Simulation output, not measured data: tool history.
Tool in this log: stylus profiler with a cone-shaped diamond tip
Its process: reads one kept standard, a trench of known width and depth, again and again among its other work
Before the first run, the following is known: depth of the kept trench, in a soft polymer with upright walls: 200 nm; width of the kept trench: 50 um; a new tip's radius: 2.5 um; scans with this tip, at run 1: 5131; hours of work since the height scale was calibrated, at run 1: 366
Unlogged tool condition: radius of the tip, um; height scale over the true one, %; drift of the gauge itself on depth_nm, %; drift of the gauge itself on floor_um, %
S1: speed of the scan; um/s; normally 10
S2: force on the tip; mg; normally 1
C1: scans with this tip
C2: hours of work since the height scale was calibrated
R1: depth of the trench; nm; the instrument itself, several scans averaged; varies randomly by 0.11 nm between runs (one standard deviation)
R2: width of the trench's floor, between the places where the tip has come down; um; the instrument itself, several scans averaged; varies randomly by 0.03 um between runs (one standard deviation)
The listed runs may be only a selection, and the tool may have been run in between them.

Run 1, day 0: usual settings; C1 5131; C2 366. Result: R1 201.16 nm, R2 47.45 um.
Run 2, day 0.408: usual settings; C1 5212; C2 372. Result: R1 201.33 nm, R2 47.43 um.
Run 3, day 0.775: usual settings but S1 21 um/s; C1 5284; C2 377. Result: R1 201.23 nm, R2 47.35 um.
Run 4, day 1.196: usual settings but S2 1.23 mg; C1 5366; C2 383. Result: R1 201.26 nm, R2 47.42 um.
Run 5, day 1.85: usual settings but S2 1.67 mg; C1 5495; C2 392. Result: R1 201.76 nm, R2 47.42 um.
Run 6, day 2.567: usual settings but S2 1.67 mg; C1 5636; C2 402. Result: R1 201.61 nm, R2 47.43 um.
Run 7, day 3.204: usual settings but S1 2 um/s; C1 5761; C2 411. Result: R1 201.14 nm, R2 47.51 um.
Run 8, day 3.75: usual settings but S1 2 um/s; C1 5868; C2 419. Result: R1 201.11 nm, R2 47.43 um.
Run 9, day 4.329: usual settings but S1 9 um/s; C1 5982; C2 427. Result: R1 201.01 nm, R2 47.4 um.
Run 10, day 4.708: usual settings but S1 9 um/s; C1 6057; C2 432. Result: R1 200.98 nm, R2 47.36 um.
Run 11, day 5.121: usual settings but S1 9 um/s; C1 6138; C2 438. Result: R1 201.29 nm, R2 47.38 um.
Run 12, day 5.488: usual settings but S2 1.73 mg; C1 6210; C2 443. Result: R1 201.84 nm, R2 47.39 um.
Run 13, day 6.162: usual settings but S2 0.44 mg; C1 6343; C2 453. Result: R1 200.32 nm, R2 47.29 um.
Run 14, day 6.608: usual settings but S2 0.8 mg; C1 6430; C2 459. Result: R1 200.78 nm, R2 47.32 um.
Run 15, day 7.179: usual settings but S1 12 um/s, S2 1.15 mg; C1 6543; C2 467. Result: R1 201.25 nm, R2 47.25 um.
Run 16, day 7.842: usual settings but S1 12 um/s, S2 1.15 mg; C1 6673; C2 476. Result: R1 201.2 nm, R2 47.3 um.
Run 17, day 8.254: usual settings but S1 12 um/s, S2 1.15 mg; C1 6754; C2 482. Result: R1 201.37 nm, R2 47.28 um.
Run 18, day 8.688: usual settings but S1 3 um/s, S2 1.25 mg; C1 6839; C2 488. Result: R1 201.39 nm, R2 47.36 um.
Run 19, day 9.258: usual settings but S1 3 um/s, S2 1.25 mg; C1 6951; C2 496. Result: R1 201.17 nm, R2 47.31 um.
Run 20, day 9.6: usual settings but S1 16 um/s, S2 1.93 mg; C1 7018; C2 501. Result: R1 202.25 nm, R2 47.25 um.
Run 21, day 10.196: usual settings but S1 7 um/s, S2 0.39 mg; C1 7136; C2 509. Result: R1 200.45 nm, R2 47.28 um.
Run 22, day 10.838: usual settings but S1 4 um/s, S2 0.37 mg; C1 7262; C2 518. Result: R1 200.22 nm, R2 47.28 um.

Run 23, settings as shown, results not yet in. Your forecast:
Run 23, day 11.546: usual settings but S1 8 um/s, S2 0.37 mg; C1 7401; C2 528. Result: R1 ?, R2 ?.

Run 23 measured R1 200.32 nm, R2 47.2 um.
Minus the tool's unlogged condition, the same run would have read R1 200.77 nm, R2 47.92 um.
